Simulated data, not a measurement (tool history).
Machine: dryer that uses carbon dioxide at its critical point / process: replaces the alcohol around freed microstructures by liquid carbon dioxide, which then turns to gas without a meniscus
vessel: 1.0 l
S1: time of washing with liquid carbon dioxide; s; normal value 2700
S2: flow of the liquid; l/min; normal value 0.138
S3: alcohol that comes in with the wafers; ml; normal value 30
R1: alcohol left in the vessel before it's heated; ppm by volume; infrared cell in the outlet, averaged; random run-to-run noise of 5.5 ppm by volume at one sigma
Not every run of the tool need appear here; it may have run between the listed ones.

| run | day | S1 | S2 | S3 | R1 |
|---|---|---|---|---|---|
| 1 | 0 | 2700 | 0.138 | 30 | 286 |
| 2 | 0.308 | 2700 | 0.138 | 67 | 627 |
| 3 | 0.646 | 2700 | 0.138 | 67 | 641 |
| 4 | 0.812 | 2700 | 0.138 | 67 | 647 |
| 5 | 0.983 | 2700 | 0.138 | 67 | 648 |
| 6 | 1.238 | 2700 | 0.138 | 67 | 629 |
| 7 | 1.4 | 2700 | 0.138 | 67 | 664 |
| 8 | 1.762 | 2700 | 0.138 | 117 | 1167 |
| 9 | 2.012 | 2700 | 0.138 | 117 | 1124 |
| 10 | 2.292 | 2700 | 0.138 | 117 | 1107 |
| 11 | 2.546 | 2700 | 0.138 | 117 | 1162 |
| 12 | 2.788 | 2700 | 0.138 | 117 | 1163 |
| 13 | 3.15 | 2700 | 0.138 | 117 | 1138 |
| 14 | 3.412 | 2700 | 0.138 | 23 | 248 |
| 15 | 3.762 | 2700 | 0.138 | 23 | 252 |
| 16 | 4.1 | 2700 | 0.138 | 23 | 255 |
| 17 | 4.262 | 2700 | 0.138 | 23 | 277 |
| 18 | 4.583 | 2700 | 0.138 | 23 | 269 |
| 19 | 4.788 | 2700 | 0.138 | 23 | 259 |
| 20 | 4.95 | 2700 | 0.138 | 91 | 964 |
| 21 | 5.304 | 2700 | 0.138 | 91 | 961 |
| 22 | 5.596 | 2700 | 0.138 | 91 | 964 |
| 23 | 5.942 | 2700 | 0.183 | 71 | 183 |
|  | 6.062 | inlet filter changed |
| 24 | 6.262 | 3180 | 0.115 | 64 | 414 |
| 25 | 6.504 | 3300 | 0.229 | 35 | 27 |
| 26 | 6.7 | 1980 | 0.125 | 24 | 744 |
| 27 | 6.983 | 2340 | 0.138 | 56 | 625 |
| 28 | 7.246 | 3660 | 0.128 | 32 | 67 |
| 29 | 7.604 | 3360 | 0.128 | 26 | 94 |
| 30 | 7.954 | 3840 | 0.121 | 26 | 72 |
| 31 | 8.196 | 2160 | 0.138 | 30 | 488 |
| 32 | 8.354 | 2580 | 0.093 | 40 | 1523 |
| 33 | 8.638 | 1860 | 0.138 | 82 | 2294 |
| 34 | 8.879 | 2040 | 0.12 | 30 | 1044 |
| 35 | 9.238 | 2700 | 0.138 | 45 | 276 |
| 36 | 9.404 | 2700 | 0.138 | 64 | 396 |
| 37 | 9.704 | 2700 | 0.138 | 64 | 378 |
| 38 | 10.021 | 2700 | 0.138 | 64 | 397 |
| 39 | 10.283 | 4140 | 0.138 | 30 | 53 |
| 40 | 10.546 | 1860 | 0.21 | 36 | 169 |

3 ways to go on from here, each from the tool as it stands after run 40. What would each give?
| A | 10.854 | 2700 | 0.158 | 73 | ? |
| B | 10.854 | 1860 | 0.21 | 49 | ? |
| C | 10.854 | 2160 | 0.112 | 53 | ? |

| run | R1 |
|---|---|
| A | 227 |
| B | 226 |
| C | 1964 |
Take away the tool's hidden state, keep each run's random variation, and the runs would have read:
| run | R1 |
|---|---|
| A | 173 |
| B | 175 |
| C | 1783 |
